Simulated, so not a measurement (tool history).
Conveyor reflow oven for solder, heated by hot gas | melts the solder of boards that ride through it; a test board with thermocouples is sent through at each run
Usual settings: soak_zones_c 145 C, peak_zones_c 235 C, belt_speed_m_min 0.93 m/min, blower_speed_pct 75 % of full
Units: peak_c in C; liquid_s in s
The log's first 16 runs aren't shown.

run,hour,soak_zones_c,peak_zones_c,belt_speed_m_min,blower_speed_pct,peak_c,liquid_s
17,186.6,145,235,0.93,75,214.2,38.72
18,200.3,145,235,0.93,75,214,38.64
19,210.9,145,235,0.93,54,206.2,31.99
20,221.2,136,234,0.846,64,210.7,37.56
21,228.2,151,232,0.873,60,210.1,40.05
22,242.4,151,232,0.873,60,210,39.97
23,256.8,135,235,0.798,81,218.3,45.66
24,264,133,235,0.911,81,213.4,36.32
25,270.7,133,235,0.911,81,213.4,36.26

Forecast run 26:
26,278.6,133,235,1.074,81,?,?

{"run 26": {"peak_c": 207.2, "liquid_s": 26.32}}
Without the tool's hidden state the same run would have given peak_c 209.7 C, liquid_s 27.48 s.

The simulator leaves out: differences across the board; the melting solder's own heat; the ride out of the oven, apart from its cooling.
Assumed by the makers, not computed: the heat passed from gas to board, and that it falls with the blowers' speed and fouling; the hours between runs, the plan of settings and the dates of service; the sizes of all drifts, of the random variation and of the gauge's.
